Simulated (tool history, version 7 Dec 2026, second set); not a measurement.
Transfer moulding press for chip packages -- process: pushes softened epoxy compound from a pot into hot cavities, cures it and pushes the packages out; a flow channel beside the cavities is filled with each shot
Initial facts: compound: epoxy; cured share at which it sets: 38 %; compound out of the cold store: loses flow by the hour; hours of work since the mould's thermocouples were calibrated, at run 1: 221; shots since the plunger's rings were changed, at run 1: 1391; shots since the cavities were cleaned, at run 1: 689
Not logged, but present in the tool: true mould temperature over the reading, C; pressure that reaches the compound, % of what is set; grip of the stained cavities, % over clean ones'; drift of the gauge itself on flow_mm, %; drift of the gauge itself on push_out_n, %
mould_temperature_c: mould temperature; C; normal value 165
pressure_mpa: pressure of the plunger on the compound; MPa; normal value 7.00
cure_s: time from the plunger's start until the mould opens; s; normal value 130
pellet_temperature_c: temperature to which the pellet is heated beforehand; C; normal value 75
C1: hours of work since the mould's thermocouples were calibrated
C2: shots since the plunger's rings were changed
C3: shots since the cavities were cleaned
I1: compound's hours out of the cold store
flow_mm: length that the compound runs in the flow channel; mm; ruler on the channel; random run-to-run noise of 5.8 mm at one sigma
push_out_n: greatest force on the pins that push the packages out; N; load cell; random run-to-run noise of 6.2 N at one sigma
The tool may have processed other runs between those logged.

run 1 day=0.000 | mould_temperature_c=165 pressure_mpa=7.00 cure_s=130 pellet_temperature_c=75 | C1=221 C2=1391 C3=689 | I1=46.3 | flow_mm=859 push_out_n=453
-- day=0.171 cavities cleaned with cleaning compound and waxed
run 2 day=1.525 | mould_temperature_c=165 pressure_mpa=7.00 cure_s=130 pellet_temperature_c=78 | C1=247 C2=1736 C3=319 | I1=27.0 | flow_mm=949 push_out_n=386
run 3 day=2.542 | mould_temperature_c=165 pressure_mpa=7.00 cure_s=130 pellet_temperature_c=75 | C1=264 C2=1976 C3=559 | I1=18.4 | flow_mm=986 push_out_n=451
-- day=3.229 cavities cleaned with cleaning compound and waxed
run 4 day=4.342 | mould_temperature_c=165 pressure_mpa=7.00 cure_s=113 pellet_temperature_c=75 | C1=294 C2=2385 C3=262 | I1=26.1 | flow_mm=941 push_out_n=450
-- day=4.988 mould's thermocouples calibrated
run 5 day=5.829 | mould_temperature_c=165 pressure_mpa=7.00 cure_s=130 pellet_temperature_c=75 | C1=15 C2=2717 C3=594 | I1=36.7 | flow_mm=890 push_out_n=458
-- day=6.492 cavities cleaned with cleaning compound and waxed
run 6 day=7.275 | mould_temperature_c=165 pressure_mpa=8.13 cure_s=130 pellet_temperature_c=75 | C1=39 C2=3043 C3=184 | I1=40.3 | flow_mm=929 push_out_n=353
run 7 day=8.233 | mould_temperature_c=165 pressure_mpa=8.13 cure_s=130 pellet_temperature_c=75 | C1=55 C2=3269 C3=410 | I1=35.1 | flow_mm=953 push_out_n=432
run 8 day=9.338 | mould_temperature_c=165 pressure_mpa=7.00 cure_s=130 pellet_temperature_c=75 | C1=74 C2=3530 C3=671 | I1=19.3 | flow_mm=958 push_out_n=453
-- day=9.579 cavities cleaned with cleaning compound and waxed
run 9 day=11.062 | mould_temperature_c=165 pressure_mpa=7.00 cure_s=130 pellet_temperature_c=71 | C1=103 C2=3923 C3=351 | I1=35.5 | flow_mm=864 push_out_n=404
run 10 day=11.921 | mould_temperature_c=165 pressure_mpa=7.00 cure_s=130 pellet_temperature_c=75 | C1=118 C2=4124 C3=552 | I1=42.6 | flow_mm=831 push_out_n=439
-- day=12.658 cavities cleaned with cleaning compound and waxed
run 11 day=13.842 | mould_temperature_c=165 pressure_mpa=7.00 cure_s=130 pellet_temperature_c=75 | C1=150 C2=4563 C3=279 | I1=11.3 | flow_mm=974 push_out_n=394
run 12 day=14.862 | mould_temperature_c=165 pressure_mpa=7.00 cure_s=130 pellet_temperature_c=75 | C1=168 C2=4804 C3=520 | I1=12.5 | flow_mm=961 push_out_n=441
-- day=15.771 cavities cleaned with cleaning compound and waxed
run 13 day=16.638 | mould_temperature_c=165 pressure_mpa=7.00 cure_s=130 pellet_temperature_c=75 | C1=197 C2=5208 C3=205 | I1=36.8 | flow_mm=844 push_out_n=333
run 14 day=18.083 | mould_temperature_c=165 pressure_mpa=7.00 cure_s=130 pellet_temperature_c=75 | C1=222 C2=5549 C3=546 | I1=44.1 | flow_mm=804 push_out_n=425
-- day=18.842 cavities cleaned with cleaning compound and waxed
run 15 day=19.038 | mould_temperature_c=165 pressure_mpa=7.00 cure_s=130 pellet_temperature_c=75 | C1=238 C2=5759 C3=46 | I1=31.9 | flow_mm=859 push_out_n=271
-- day=19.604 plunger's sealing rings changed
run 16 day=20.033 | mould_temperature_c=165 pressure_mpa=6.71 cure_s=118 pellet_temperature_c=75 | C1=253 C2=102 C3=257 | I1=37.6 | flow_mm=893 push_out_n=423
-- day=22.004 cavities cleaned with cleaning compound and waxed
run 17 day=22.129 | mould_temperature_c=165 pressure_mpa=8.14 cure_s=130 pellet_temperature_c=73 | C1=288 C2=581 C3=29 | I1=34.3 | flow_mm=996 push_out_n=247
-- day=23.133 mould's thermocouples calibrated
run 18 day=24.021 | mould_temperature_c=165 pressure_mpa=8.14 cure_s=130 pellet_temperature_c=73 | C1=15 C2=1008 C3=456 | I1=46.4 | flow_mm=924 push_out_n=427
-- day=25.171 cavities cleaned with cleaning compound and waxed
run 19 day=25.862 | mould_temperature_c=167 pressure_mpa=5.85 cure_s=144 pellet_temperature_c=74 | C1=46 C2=1428 C3=163 | I1=19.8 | flow_mm=894 push_out_n=296
run 20 day=26.796 | mould_temperature_c=167 pressure_mpa=5.85 cure_s=144 pellet_temperature_c=74 | C1=62 C2=1649 C3=384 | I1=27.9 | flow_mm=854 push_out_n=372
-- day=28.267 cavities cleaned with cleaning compound and waxed
run 21 day=28.483 | mould_temperature_c=168 pressure_mpa=5.29 cure_s=143 pellet_temperature_c=81 | C1=90 C2=2032 C3=52 | I1=12.7 | flow_mm=880 push_out_n=249
run 22 day=29.954 | mould_temperature_c=163 pressure_mpa=7.71 cure_s=143 pellet_temperature_c=80 | C1=116 C2=2379 C3=399 | I1=24.7 | flow_mm=996 push_out_n=409
run 23 day=31.012 | mould_temperature_c=165 pressure_mpa=7.00 cure_s=130 pellet_temperature_c=84 | C1=134 C2=2628 C3=648 | I1=35.1 | flow_mm=884 push_out_n=441
-- day=31.350 cavities cleaned with cleaning compound and waxed
run 24 day=32.321 | mould_temperature_c=165 pressure_mpa=7.00 cure_s=130 pellet_temperature_c=84 | C1=156 C2=2922 C3=229 | I1=29.6 | flow_mm=909 push_out_n=336
run 25 day=33.392 | mould_temperature_c=165 pressure_mpa=7.00 cure_s=130 pellet_temperature_c=84 | C1=174 C2=3175 C3=482 | I1=22.6 | flow_mm=939 push_out_n=421
-- day=34.558 cavities cleaned with cleaning compound and waxed
run 26 day=35.242 | mould_temperature_c=165 pressure_mpa=7.00 cure_s=130 pellet_temperature_c=84 | C1=205 C2=3597 C3=161 | I1=46.0 | flow_mm=828 push_out_n=318
run 27 day=36.162 | mould_temperature_c=165 pressure_mpa=5.35 cure_s=130 pellet_temperature_c=84 | C1=221 C2=3814 C3=378 | I1=15.1 | flow_mm=843 push_out_n=404
run 28 day=37.379 | mould_temperature_c=165 pressure_mpa=5.91 cure_s=130 pellet_temperature_c=66 | C1=242 C2=4101 C3=665 | I1=38.4 | flow_mm=778 push_out_n=447
-- day=37.662 cavities cleaned with cleaning compound and waxed
run 29 day=38.554 | mould_temperature_c=165 pressure_mpa=5.91 cure_s=130 pellet_temperature_c=66 | C1=261 C2=4363 C3=210 | I1=22.5 | flow_mm=846 push_out_n=356

Predict each of these 3 candidate next runs independently; none follows another, all start after run 29:
run A day=40.379 | mould_temperature_c=162 pressure_mpa=6.30 cure_s=137 pellet_temperature_c=66 | C1=293 C2=4794 C3=641 | I1=12.4 | flow_mm=? push_out_n=?
run B day=40.379 | mould_temperature_c=171 pressure_mpa=5.91 cure_s=136 pellet_temperature_c=76 | C1=293 C2=4794 C3=641 | I1=42.4 | flow_mm=? push_out_n=?
run C day=40.379 | mould_temperature_c=161 pressure_mpa=5.91 cure_s=130 pellet_temperature_c=66 | C1=293 C2=4794 C3=641 | I1=45.9 | flow_mm=? push_out_n=?

run=A flow_mm=938 push_out_n=504
run=B flow_mm=745 push_out_n=393
run=C flow_mm=751 push_out_n=525
What these runs would have given with no unlogged condition in the tool:
run=A flow_mm=1014 push_out_n=272
run=B flow_mm=805 push_out_n=207
run=C flow_mm=812 push_out_n=284
